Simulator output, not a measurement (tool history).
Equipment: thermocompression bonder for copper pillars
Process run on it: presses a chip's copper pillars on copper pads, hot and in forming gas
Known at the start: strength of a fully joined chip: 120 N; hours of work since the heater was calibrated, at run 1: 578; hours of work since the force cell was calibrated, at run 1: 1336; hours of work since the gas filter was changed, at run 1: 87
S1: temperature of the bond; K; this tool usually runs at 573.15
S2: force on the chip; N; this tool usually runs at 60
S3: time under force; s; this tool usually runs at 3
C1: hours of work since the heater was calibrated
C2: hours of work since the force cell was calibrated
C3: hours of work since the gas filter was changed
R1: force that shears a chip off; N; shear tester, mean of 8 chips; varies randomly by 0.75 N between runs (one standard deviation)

Run 1, hour 0.0: usual settings; C1 578; C2 1336; C3 87. Result: R1 64.3 N.
Run 2, hour 26.6: usual settings; C1 599; C2 1356; C3 108. Result: R1 64.9 N.
At hour 47.1: forming gas filter changed.
Run 3, hour 68.1: usual settings; C1 630; C2 1388; C3 16. Result: R1 67.2 N.
Run 4, hour 109.4: usual settings; C1 663; C2 1420; C3 48. Result: R1 65.6 N.
Run 5, hour 142.2: usual settings; C1 688; C2 1446; C3 74. Result: R1 64.0 N.
Run 6, hour 164.7: usual settings; C1 705; C2 1463; C3 91. Result: R1 64.6 N.
Run 7, hour 194.2: usual settings; C1 728; C2 1486; C3 114. Result: R1 63.1 N.
At hour 207.8: forming gas filter changed.
Run 8, hour 238.3: usual settings but S1 575.15 K; C1 762; C2 1520; C3 24. Result: R1 66.9 N.
Run 9, hour 277.9: usual settings but S1 575.15 K; C1 793; C2 1551; C3 54. Result: R1 66.0 N.
Run 10, hour 319.6: usual settings but S1 575.15 K; C1 825; C2 1583; C3 87. Result: R1 64.1 N.
At hour 367.2: forming gas filter changed.
Run 11, hour 367.2: usual settings but S1 575.15 K, S2 78 N; C1 862; C2 1620; C3 0. Result: R1 83.3 N.
Run 12, hour 408.7: usual settings but S1 575.15 K, S2 78 N; C1 894; C2 1652; C3 32. Result: R1 81.9 N.
Run 13, hour 439.0: usual settings; C1 918; C2 1675; C3 56. Result: R1 65.5 N.
Run 14, hour 471.8: usual settings; C1 943; C2 1701; C3 81. Result: R1 62.9 N.
At hour 490.6: force cell calibrated.
Run 15, hour 508.1: usual settings but S1 598.15 K, S2 67 N, S3 4 s; C1 970; C2 14; C3 108. Result: R1 83.3 N.
At hour 529.0: forming gas filter changed.
Run 16, hour 540.3: usual settings but S1 547.15 K, S2 56 N, S3 4 s; C1 995; C2 38; C3 9. Result: R1 53.8 N.
Run 17, hour 580.9: usual settings but S1 603.15 K, S2 56 N, S3 6 s; C1 1027; C2 70; C3 40. Result: R1 86.8 N.
Run 18, hour 604.7: usual settings but S1 553.15 K; C1 1045; C2 88; C3 59. Result: R1 52.0 N.
Run 19, hour 629.2: usual settings but S1 553.15 K; C1 1064; C2 107; C3 78. Result: R1 52.2 N.
Run 20, hour 652.7: usual settings but S1 553.15 K; C1 1082; C2 126; C3 96. Result: R1 50.8 N.
At hour 689.1: forming gas filter changed.
Run 21, hour 699.4: usual settings but S1 556.15 K, S3 4 s; C1 1118; C2 161; C3 8. Result: R1 60.7 N.
Run 22, hour 731.1: usual settings but S1 602.15 K, S3 5 s; C1 1143; C2 186; C3 33. Result: R1 88.8 N.
Run 23, hour 759.1: usual settings but S1 548.15 K, S3 2 s; C1 1165; C2 208; C3 54. Result: R1 41.9 N.
Run 24, hour 795.4: usual settings but S1 548.15 K, S3 2 s; C1 1193; C2 236; C3 83. Result: R1 40.6 N.
At hour 824.8: heater calibrated with a thermocouple chip.
Run 25, hour 836.4: usual settings but S1 548.15 K, S2 48 N, S3 4 s; C1 9; C2 266; C3 113. Result: R1 47.6 N.
At hour 850.9: forming gas filter changed.
Run 26, hour 879.4: usual settings but S1 548.15 K, S2 48 N, S3 4 s; C1 42; C2 299; C3 22. Result: R1 52.2 N.
Run 27, hour 903.7: usual settings but S1 591.15 K, S2 44 N; C1 61; C2 318; C3 41. Result: R1 59.4 N.

Predict each of these 3 candidate next runs independently; none follows another, all start after run 27:
Run A, hour 950.9: usual settings but S2 63 N; C1 98; C2 355; C3 78. Result: R1 ?.
Run B, hour 950.9: usual settings but S1 572.15 K, S2 56 N; C1 98; C2 355; C3 78. Result: R1 ?.
Run C, hour 950.9: usual settings but S1 591.15 K, S2 80 N, S3 9 s; C1 98; C2 355; C3 78. Result: R1 ?.

run     R1
  A   71.8
  B   63.4
  C  106.0
With the hidden condition removed and each run's random variation left untouched, the same runs would have given:
run     R1
  A   74.9
  B   66.1
  C  111.0
